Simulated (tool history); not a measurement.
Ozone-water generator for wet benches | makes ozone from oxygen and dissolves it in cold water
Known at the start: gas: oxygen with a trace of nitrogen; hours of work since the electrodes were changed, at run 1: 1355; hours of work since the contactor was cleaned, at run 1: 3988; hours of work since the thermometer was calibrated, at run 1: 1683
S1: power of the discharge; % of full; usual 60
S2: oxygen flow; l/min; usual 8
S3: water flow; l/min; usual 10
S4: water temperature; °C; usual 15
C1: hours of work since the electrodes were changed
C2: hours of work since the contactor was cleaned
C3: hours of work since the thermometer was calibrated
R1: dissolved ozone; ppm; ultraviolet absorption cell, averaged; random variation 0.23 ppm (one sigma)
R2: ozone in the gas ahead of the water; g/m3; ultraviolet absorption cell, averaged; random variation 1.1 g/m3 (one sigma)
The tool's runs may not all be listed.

{"run": 1, "hour": 0.0, "S1": 60, "S2": 8, "S3": 10, "S4": 15, "C1": 1355, "C2": 3988, "C3": 1683, "R1": 33, "R2": 199.4}
{"run": 2, "hour": 56.2, "S1": 60, "S2": 8, "S3": 10, "S4": 15, "C1": 1411, "C2": 4043, "C3": 1739, "R1": 32.4, "R2": 199.2}
{"run": 3, "hour": 128.7, "S1": 60, "S2": 8, "S3": 10, "S4": 15, "C1": 1483, "C2": 4115, "C3": 1811, "R1": 32.8, "R2": 199.3}
{"run": 4, "hour": 210.3, "S1": 60, "S2": 8, "S3": 10, "S4": 15, "C1": 1563, "C2": 4196, "C3": 1892, "R1": 32.9, "R2": 196.4}
{"hour": 216.2, "done": "water thermometer calibrated"}
{"run": 5, "hour": 273.2, "S1": 60, "S2": 8, "S3": 10, "S4": 15, "C1": 1625, "C2": 4258, "C3": 56, "R1": 32.7, "R2": 198.3}
{"run": 6, "hour": 307.7, "S1": 60, "S2": 8, "S3": 10, "S4": 15, "C1": 1660, "C2": 4292, "C3": 91, "R1": 32.5, "R2": 198.4}
{"run": 7, "hour": 386.5, "S1": 60, "S2": 8, "S3": 10, "S4": 15, "C1": 1738, "C2": 4370, "C3": 169, "R1": 32.6, "R2": 195.7}
{"run": 8, "hour": 446.3, "S1": 78, "S2": 8, "S3": 9, "S4": 15, "C1": 1797, "C2": 4430, "C3": 228, "R1": 43.4, "R2": 246.2}
{"run": 9, "hour": 491.4, "S1": 78, "S2": 8, "S3": 9, "S4": 15, "C1": 1842, "C2": 4474, "C3": 273, "R1": 43.3, "R2": 246.4}
{"hour": 552.8, "done": "water thermometer calibrated, once more"}
{"run": 10, "hour": 570.8, "S1": 54, "S2": 8, "S3": 10, "S4": 15, "C1": 1920, "C2": 4553, "C3": 18, "R1": 29.6, "R2": 178.4}

Forecast run 11:
{"run": 11, "hour": 604.9, "S1": 58, "S2": 10.69, "S3": 7, "S4": 10, "C1": 1954, "C2": 4586, "C3": 52, "R1": "?", "R2": "?"}

R1: 41.7 ppm
R2: 174.7 g/m3
Without the tool's hidden state the same run would have given R1 44.7 ppm, R2 181.5 g/m3.
